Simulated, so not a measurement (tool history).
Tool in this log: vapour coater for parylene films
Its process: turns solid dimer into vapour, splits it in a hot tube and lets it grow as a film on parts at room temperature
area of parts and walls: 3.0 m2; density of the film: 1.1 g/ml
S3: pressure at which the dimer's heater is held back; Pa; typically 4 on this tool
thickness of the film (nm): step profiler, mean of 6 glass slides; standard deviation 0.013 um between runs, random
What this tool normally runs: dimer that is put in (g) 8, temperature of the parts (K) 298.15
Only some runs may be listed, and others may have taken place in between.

Run 1, hour 0: usual settings. Result: thickness of the film (nm) 1940.
Run 2, hour 8.2: usual settings. Result: thickness of the film (nm) 1920.
Run 3, hour 23.7: usual settings. Result: thickness of the film (nm) 1950.
Run 4, hour 40.4: usual settings but dimer that is put in (g) 3. Result: thickness of the film (nm) 750.
Run 5, hour 50.8: usual settings but dimer that is put in (g) 3. Result: thickness of the film (nm) 740.
Run 6, hour 58.7: usual settings but temperature of the parts (K) 300.15. Result: thickness of the film (nm) 1900.
Run 7, hour 76.1: usual settings. Result: thickness of the film (nm) 1950.
Run 8, hour 88.8: usual settings. Result: thickness of the film (nm) 1950.
Run 9, hour 97.3: usual settings. Result: thickness of the film (nm) 1950.
Run 10, hour 110.4: usual settings. Result: thickness of the film (nm) 1940.
Run 11, hour 122.4: usual settings. Result: thickness of the film (nm) 1940.
Run 12, hour 140.1: usual settings. Result: thickness of the film (nm) 1970.
Run 13, hour 147.3: usual settings but S3 3.88 Pa. Result: thickness of the film (nm) 1960.
Run 14, hour 158.6: usual settings but temperature of the parts (K) 291.15. Result: thickness of the film (nm) 2150.
Run 15, hour 176.1: usual settings but temperature of the parts (K) 291.15. Result: thickness of the film (nm) 2170.
Run 16, hour 197.2: usual settings but temperature of the parts (K) 291.15. Result: thickness of the film (nm) 2170.
Run 17, hour 213.2: usual settings. Result: thickness of the film (nm) 1920.
Run 18, hour 229.3: usual settings. Result: thickness of the film (nm) 1950.
Run 19, hour 246: usual settings. Result: thickness of the film (nm) 1950.
Run 20, hour 253.4: usual settings. Result: thickness of the film (nm) 1970.
Run 21, hour 264.5: usual settings but S3 4.21 Pa. Result: thickness of the film (nm) 1910.
Run 22, hour 277.8: usual settings but S3 4.21 Pa. Result: thickness of the film (nm) 1920.
Run 23, hour 289.9: usual settings but S3 4.21 Pa. Result: thickness of the film (nm) 1920.
Run 24, hour 297.3: usual settings but dimer that is put in (g) 3, S3 4.03 Pa. Result: thickness of the film (nm) 720.
Run 25, hour 310.6: usual settings but dimer that is put in (g) 11, temperature of the parts (K) 294.15, S3 4.03 Pa. Result: thickness of the film (nm) 2840.
Run 26, hour 322.5: usual settings but dimer that is put in (g) 9, temperature of the parts (K) 304.15, S3 5.41 Pa. Result: thickness of the film (nm) 1860.
Run 27, hour 339.3: usual settings but dimer that is put in (g) 3, temperature of the parts (K) 304.15, S3 10.24 Pa. Result: thickness of the film (nm) 540.
Run 28, hour 347.1: usual settings but dimer that is put in (g) 6, temperature of the parts (K) 296.15, S3 5.58 Pa. Result: thickness of the film (nm) 1390.
Run 29, hour 355.1: usual settings but S3 7.14 Pa. Result: thickness of the film (nm) 1710.
Run 30, hour 371: usual settings but dimer that is put in (g) 5. Result: thickness of the film (nm) 1210.
Run 31, hour 381.9: usual settings but dimer that is put in (g) 10, S3 4.01 Pa. Result: thickness of the film (nm) 2440.
Run 32, hour 396.5: usual settings but dimer that is put in (g) 10, temperature of the parts (K) 304.15, S3 8.7 Pa. Result: thickness of the film (nm) 1900.
Run 33, hour 405.4: usual settings but dimer that is put in (g) 10, temperature of the parts (K) 304.15, S3 7.58 Pa. Result: thickness of the film (nm) 1940.
Run 34, hour 423.1: usual settings but dimer that is put in (g) 9, S3 3.19 Pa. Result: thickness of the film (nm) 2300.
Run 35, hour 441: usual settings but dimer that is put in (g) 9, S3 3.19 Pa. Result: thickness of the film (nm) 2300.
Run 36, hour 454.8: usual settings but dimer that is put in (g) 3, temperature of the parts (K) 292.15, S3 10.54 Pa. Result: thickness of the film (nm) 650.
Run 37, hour 462.5: usual settings but dimer that is put in (g) 3, temperature of the parts (K) 309.15, S3 5.1 Pa. Result: thickness of the film (nm) 590.
Run 38, hour 476.6: usual settings but dimer that is put in (g) 3, temperature of the parts (K) 309.15, S3 5.1 Pa. Result: thickness of the film (nm) 580.
Run 39, hour 491.8: usual settings but dimer that is put in (g) 7, temperature of the parts (K) 301.15, S3 11.28 Pa. Result: thickness of the film (nm) 1320.
Run 40, hour 503.5: usual settings but S3 2.01 Pa. Result: thickness of the film (nm) 2260.
Run 41, hour 519.8: usual settings but dimer that is put in (g) 7, temperature of the parts (K) 301.15, S3 2.45 Pa. Result: thickness of the film (nm) 1800.
Run 42, hour 532.9: usual settings but dimer that is put in (g) 6, temperature of the parts (K) 299.15, S3 10.91 Pa. Result: thickness of the film (nm) 1170.
Run 43, hour 543.8: usual settings but dimer that is put in (g) 10, temperature of the parts (K) 294.15, S3 10.7 Pa. Result: thickness of the film (nm) 2080.
Run 44, hour 558: usual settings but dimer that is put in (g) 6, temperature of the parts (K) 294.15, S3 6.48 Pa. Result: thickness of the film (nm) 1390.
Run 45, hour 570.9: usual settings but dimer that is put in (g) 6, temperature of the parts (K) 294.15, S3 6.48 Pa. Result: thickness of the film (nm) 1410.
Run 46, hour 588.1: usual settings but dimer that is put in (g) 6, temperature of the parts (K) 299.15, S3 11.09 Pa. Result: thickness of the film (nm) 1150.

Taken out of this log: 1 entry between the listed runs. Where each belongs, and how the hidden state differs across it:
From run 15 to run 16: trap's valve overhauled (hour 182)
  vapour lost through the trap's worn valve, %: 0.4 -> 0
